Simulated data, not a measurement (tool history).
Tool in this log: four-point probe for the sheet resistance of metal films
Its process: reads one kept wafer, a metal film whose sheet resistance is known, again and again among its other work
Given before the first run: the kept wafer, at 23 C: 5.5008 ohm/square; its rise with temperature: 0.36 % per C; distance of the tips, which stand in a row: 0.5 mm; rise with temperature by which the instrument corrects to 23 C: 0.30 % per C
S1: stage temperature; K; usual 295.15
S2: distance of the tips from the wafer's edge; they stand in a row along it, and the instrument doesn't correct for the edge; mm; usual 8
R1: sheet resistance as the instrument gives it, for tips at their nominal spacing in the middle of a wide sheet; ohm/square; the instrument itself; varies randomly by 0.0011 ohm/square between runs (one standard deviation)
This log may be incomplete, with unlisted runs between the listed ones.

run	day	S1	S2	R1
1	0.000	295.15	8	5.449450
2	1.254	294.15	8	5.445363
3	2.083	295.15	19	5.437321
4	3.542	295.15	19	5.438412
5	4.267	295.15	19	5.436101
6	5.933	295.15	19	5.436270
7	7.075	297.15	19	5.442289
8	8.762	295.15	8	5.444021
9	9.875	295.15	8	5.442414
# day 10.058: stage's thermometer calibrated
10	11.175	299.15	8	5.455284
11	12.888	299.15	8	5.455409
12	14.292	295.15	8	5.442511
13	15.446	295.15	19	5.433340
# day 15.704: new probe head fitted
14	16.850	295.15	19	5.499129
# day 17.733: stage's thermometer calibrated, once more
15	18.479	295.15	19	5.502784
16	19.804	305.15	4	5.576480
17	21.283	299.15	5	5.541800
18	22.942	298.15	7	5.522840
19	24.588	298.15	7	5.522542
20	25.783	298.15	7	5.521160
21	27.454	298.15	7	5.520015
22	29.012	306.15	64	5.528070
23	30.296	306.15	64	5.528033
24	31.121	306.15	64	5.526498
25	32.738	297.15	7	5.514358
26	33.804	294.15	18	5.494325
27	34.988	294.15	18	5.491971
28	36.183	291.15	33	5.481986
29	37.500	294.15	69	5.490144
30	38.838	294.15	69	5.488729

What if the next run were any one of these 5? Each begins from the tool's condition after run 30:
A	40.054	305.15	7	?
B	40.054	294.15	4	?
C	40.054	294.15	10	?
D	40.054	298.15	6	?
E	40.054	294.15	24	?

run	R1
A	5.535810
B	5.535266
C	5.496482
D	5.522000
E	5.488118
What these runs would have given with no unlogged condition in the tool:
run	R1
A	5.543002
B	5.542507
C	5.503676
D	5.529206
E	5.495301
